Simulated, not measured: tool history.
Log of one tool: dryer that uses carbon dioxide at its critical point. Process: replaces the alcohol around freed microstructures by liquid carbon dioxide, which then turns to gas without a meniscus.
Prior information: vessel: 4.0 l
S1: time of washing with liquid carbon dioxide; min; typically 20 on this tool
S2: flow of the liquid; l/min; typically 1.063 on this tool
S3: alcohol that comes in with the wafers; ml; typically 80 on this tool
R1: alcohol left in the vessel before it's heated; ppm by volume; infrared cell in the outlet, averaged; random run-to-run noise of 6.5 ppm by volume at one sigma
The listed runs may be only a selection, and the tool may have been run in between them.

{"run": 1, "day": 0.0, "S1": 20, "S2": 1.063, "S3": 80, "R1": 479}
{"run": 2, "day": 1.179, "S1": 20, "S2": 1.063, "S3": 80, "R1": 490}
{"run": 3, "day": 2.267, "S1": 20, "S2": 1.05, "S3": 80, "R1": 520}
{"run": 4, "day": 3.225, "S1": 20, "S2": 1.05, "S3": 80, "R1": 526}
{"run": 5, "day": 4.45, "S1": 20, "S2": 1.05, "S3": 80, "R1": 530}
{"run": 6, "day": 5.538, "S1": 20, "S2": 1.063, "S3": 51, "R1": 369}
{"run": 7, "day": 6.792, "S1": 15, "S2": 1.063, "S3": 107, "R1": 1593}
{"run": 8, "day": 7.529, "S1": 22, "S2": 1.063, "S3": 26, "R1": 205}
{"run": 9, "day": 8.329, "S1": 31, "S2": 0.7, "S3": 32, "R1": 284}
{"run": 10, "day": 9.842, "S1": 16, "S2": 0.9, "S3": 61, "R1": 1300}
{"run": 11, "day": 11.162, "S1": 30, "S2": 0.73, "S3": 61, "R1": 448}

Here are 4 independent what-if runs from the current tool condition. What would each one return?
{"run": "A", "day": 12.183, "S1": 30, "S2": 0.73, "S3": 43, "R1": "?"}
{"run": "B", "day": 12.183, "S1": 30, "S2": 0.85, "S3": 61, "R1": "?"}
{"run": "C", "day": 12.183, "S1": 24, "S2": 0.85, "S3": 79, "R1": "?"}
{"run": "D", "day": 12.183, "S1": 30, "S2": 0.73, "S3": 42, "R1": "?"}

run=A R1=353
run=B R1=290
run=C R1=658
run=D R1=348
Without the tool's unlogged condition, the same runs would have read:
run=A R1=154
run=B R1=105
run=C R1=345
run=D R1=148
